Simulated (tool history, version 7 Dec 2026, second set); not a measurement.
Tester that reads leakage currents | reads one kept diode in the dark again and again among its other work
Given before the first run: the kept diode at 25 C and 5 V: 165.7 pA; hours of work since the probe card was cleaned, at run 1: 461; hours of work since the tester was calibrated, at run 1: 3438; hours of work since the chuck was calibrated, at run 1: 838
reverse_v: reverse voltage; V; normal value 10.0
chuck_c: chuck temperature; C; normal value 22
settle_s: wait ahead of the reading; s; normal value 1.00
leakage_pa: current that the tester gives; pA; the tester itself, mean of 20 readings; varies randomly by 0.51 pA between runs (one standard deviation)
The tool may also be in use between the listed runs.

run	hour	reverse_v	chuck_c	settle_s	hours of work since the probe card was cleaned	hours of work since the tester was calibrated	hours of work since the chuck was calibrated	leakage_pa
1	0.0	10.0	22	1.00	461	3438	838	192.73
2	163.2	10.0	22	1.00	544	3521	921	195.43
3	263.1	4.1	22	1.00	595	3572	971	139.41
4	357.3	4.1	22	1.00	643	3619	1019	140.05
5	436.6	4.1	22	1.00	683	3660	1060	140.91
6	613.3	4.1	37	1.00	773	3750	1149	467.20
7	726.0	4.1	37	1.00	830	3807	1207	468.52
8	895.5	4.1	37	1.00	916	3893	1293	474.88
9	978.2	4.1	37	1.00	959	3935	1335	475.77
# hour 1117.8: tester calibrated
10	1124.0	12.1	29	3.26	1032	3	1408	384.30
11	1291.3	10.1	52	0.87	1117	88	1493	1955.38
12	1381.7	10.1	52	0.87	1163	134	1539	1962.22
# hour 1502.8: chuck's temperature calibrated
13	1511.3	3.6	26	0.33	1227	199	4	165.96
14	1664.1	7.2	38	4.93	1305	277	82	547.50
15	1778.3	7.2	53	5.37	1363	335	140	1623.41
16	1857.2	5.6	22	1.00	1403	375	180	144.56
17	1989.9	1.2	28	0.47	1471	442	248	130.04
18	2074.6	1.2	28	0.47	1514	485	291	130.45

What if the next run were any one of these 3? Each begins from the tool's condition after run 18:
A	2254.5	10.0	42	1.00	1605	577	382	?
B	2254.5	9.0	46	2.08	1605	577	382	?
C	2254.5	1.0	52	0.47	1605	577	382	?

run	leakage_pa
A	864.63
B	1102.47
C	741.73
Without the tool's unlogged condition, the same runs would have read:
run	leakage_pa
A	818.90
B	1049.41
C	712.75

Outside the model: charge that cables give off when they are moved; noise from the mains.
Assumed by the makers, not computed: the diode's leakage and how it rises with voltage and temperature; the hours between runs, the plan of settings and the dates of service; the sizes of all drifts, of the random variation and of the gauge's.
